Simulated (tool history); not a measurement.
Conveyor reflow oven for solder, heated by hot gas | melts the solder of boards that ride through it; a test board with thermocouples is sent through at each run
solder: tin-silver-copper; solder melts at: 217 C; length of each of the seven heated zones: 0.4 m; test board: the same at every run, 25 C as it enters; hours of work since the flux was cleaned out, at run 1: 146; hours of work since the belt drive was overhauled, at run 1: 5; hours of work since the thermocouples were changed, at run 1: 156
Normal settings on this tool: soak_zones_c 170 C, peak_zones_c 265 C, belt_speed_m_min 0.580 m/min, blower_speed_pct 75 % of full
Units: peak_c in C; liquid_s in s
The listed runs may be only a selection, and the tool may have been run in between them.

| run | hour | soak_zones_c | peak_zones_c | belt_speed_m_min | blower_speed_pct | hours of work since the flux was cleaned out | hours of work since the belt drive was overhauled | hours of work since the thermocouples were changed | peak_c | liquid_s |
|---|---|---|---|---|---|---|---|---|---|---|
| 1 | 0.0 | 170 | 265 | 0.580 | 75 | 146 | 5 | 156 | 250.9 | 59.6 |
| 2 | 29.8 | 170 | 265 | 0.580 | 75 | 160 | 19 | 170 | 250.6 | 59.6 |
| 3 | 88.3 | 156 | 265 | 0.580 | 75 | 186 | 45 | 196 | 248.1 | 52.9 |
| 4 | 130.5 | 156 | 265 | 0.580 | 75 | 204 | 63 | 215 | 248.3 | 52.8 |
| 5 | 176.9 | 156 | 265 | 0.636 | 75 | 225 | 84 | 235 | 244.6 | 44.0 |
| 6 | 227.3 | 182 | 265 | 0.636 | 75 | 248 | 106 | 258 | 249.9 | 57.6 |
| 7 | 276.3 | 170 | 265 | 0.644 | 75 | 269 | 128 | 279 | 246.7 | 49.6 |
| 8 | 306.8 | 170 | 265 | 0.580 | 75 | 283 | 142 | 293 | 250.5 | 59.5 |
| 9 | 335.3 | 170 | 265 | 0.580 | 75 | 296 | 154 | 306 | 250.2 | 58.7 |
| 10 | 367.1 | 170 | 265 | 0.580 | 75 | 310 | 169 | 320 | 250.3 | 59.2 |
|  | 391.3 | flux residue cleaned out of gas plates and filters |
| 11 | 402.0 | 170 | 265 | 0.580 | 78 | 5 | 182 | 333 | 250.8 | 59.3 |
| 12 | 459.0 | 170 | 265 | 0.580 | 78 | 30 | 207 | 358 | 250.2 | 59.2 |
| 13 | 484.8 | 170 | 265 | 0.580 | 78 | 42 | 219 | 370 | 250.3 | 59.2 |
| 14 | 515.5 | 170 | 265 | 0.635 | 75 | 55 | 232 | 383 | 246.4 | 50.0 |
| 15 | 560.5 | 170 | 278 | 0.531 | 75 | 75 | 252 | 404 | 264.1 | 75.6 |
|  | 569.5 | flux residue cleaned out of gas plates and filters, once more |
| 16 | 624.0 | 170 | 265 | 0.531 | 75 | 24 | 278 | 430 | 255.0 | 69.9 |

Predict the results of run 17:
| 17 | 682.6 | 170 | 265 | 0.531 | 75 | 50 | 304 | 456 | ? | ? |

peak_c: 254.7 C
liquid_s: 69.7 s
If the tool had no hidden condition, the same run with the same run-to-run variation would have returned peak_c 253.6 C, liquid_s 68.7 s.
